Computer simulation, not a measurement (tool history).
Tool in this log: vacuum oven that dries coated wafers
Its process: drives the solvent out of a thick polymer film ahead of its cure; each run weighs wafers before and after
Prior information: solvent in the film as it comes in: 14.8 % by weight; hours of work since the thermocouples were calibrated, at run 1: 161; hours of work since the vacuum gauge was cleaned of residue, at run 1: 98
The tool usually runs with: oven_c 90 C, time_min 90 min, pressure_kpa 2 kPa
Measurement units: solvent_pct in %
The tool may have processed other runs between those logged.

run	hour	oven_c	time_min	pressure_kpa	hours of work since the thermocouples were calibrated	hours of work since the vacuum gauge was cleaned of residue	solvent_pct
1	0	90	90	2	161	98	2.91
2	28.7	90	90	2	184	120	2.87
3	50.4	90	90	2	201	137	2.92
4	63.9	90	110	2	211	148	2.87
5	89.4	90	110	2	231	168	2.78
6	110.9	90	110	2	248	184	2.99
7	137	90	90	2	268	205	3.07
8	168.2	90	90	2.43	293	229	3.52
9	190.8	90	90	2.43	310	247	3.5
10	208.6	90	90	2.43	324	261	3.53
11	236.5	90	90	2.43	346	283	3.51
12	249.3	90	90	2	356	293	2.82
13	280.6	92	90	2	381	317	2.71
14	296	78	88	4.2	393	329	9.98
15	325.4	83	90	5.58	416	352	10.25
16	350.9	100	138	2	436	372	1.91
17	367.3	105	51	4.34	449	385	3.37
18	386.1	92	122	1.04	464	400	1.33
19	401.4	95	57	7.42	475	412	8.4
20	426.8	94	56	2	495	432	2.86
21	455.5	101	113	2	518	454	1.82
22	477.1	89	46	1.37	535	471	3.79
23	503.2	76	90	4.23	555	492	10.88
24	526.8	105	142	1.4	574	510	1.06
25	545	97	90	7.92	588	524	8.28

Alternative continuations, all from the tool just after run 25; predict every row:
A	571.1	97	136	7.92	608	545	?
B	571.1	90	90	2.9	608	545	?
C	571.1	103	142	4.08	608	545	?

run	solvent_pct
A	8.08
B	4.17
C	3.56
Without the tool's hidden state the same runs would have given:
run	solvent_pct
A	8.4
B	4.33
C	3.65
